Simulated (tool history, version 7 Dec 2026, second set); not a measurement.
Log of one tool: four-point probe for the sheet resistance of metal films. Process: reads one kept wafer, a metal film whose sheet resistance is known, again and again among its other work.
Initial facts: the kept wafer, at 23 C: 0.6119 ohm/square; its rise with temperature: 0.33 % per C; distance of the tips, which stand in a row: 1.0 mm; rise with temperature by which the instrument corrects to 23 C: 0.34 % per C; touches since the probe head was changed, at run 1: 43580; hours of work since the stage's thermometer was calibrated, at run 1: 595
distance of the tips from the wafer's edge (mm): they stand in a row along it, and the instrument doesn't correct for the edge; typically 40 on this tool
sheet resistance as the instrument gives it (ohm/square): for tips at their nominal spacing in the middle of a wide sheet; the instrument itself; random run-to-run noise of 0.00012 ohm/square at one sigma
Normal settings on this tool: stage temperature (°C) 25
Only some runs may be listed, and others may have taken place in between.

run	hour	stage temperature (°C)	distance of the tips from the wafer's edge (mm)	touches since the probe head was changed	hours of work since the stage's thermometer was calibrated	sheet resistance as the instrument gives it (ohm/square)
1	0.0	25	40	43580	595	0.612927
2	50.4	25	40	44765	633	0.613088
3	121.3	25	40	46429	685	0.612921
4	160.3	25	40	47346	715	0.613058
5	205.0	25	45	48395	748	0.613073
6	247.5	25	45	49395	780	0.613157
# hour 254.3: stage's thermometer calibrated
7	288.8	25	45	50352	26	0.612989
8	332.8	25	28	51386	59	0.613388
9	394.2	20	10	52829	104	0.616463
# hour 431.5: stage's thermometer calibrated, once more
10	467.4	27	3	54538	27	0.648017
11	517.2	24	15	55706	64	0.615090
12	581.1	31	42	57208	112	0.613365
13	622.2	31	31	58174	142	0.613399
14	675.2	18	69	59419	182	0.614741
15	732.8	25	11	60771	225	0.616575

5 options for the next run, each taken on its own from the tool as it stands now. Forecast them:
A	768.8	33	36	61618	252	?
B	768.8	35	63	61618	252	?
C	768.8	24	12	61618	252	?
D	768.8	25	40	61618	252	?
E	768.8	35	11	61618	252	?

run	sheet resistance as the instrument gives it (ohm/square)
A	0.613428
B	0.613102
C	0.616097
D	0.614235
E	0.615977
With no hidden state in the tool, these same runs would have given:
run	sheet resistance as the instrument gives it (ohm/square)
A	0.611262
B	0.610937
C	0.613924
D	0.612069
E	0.613803
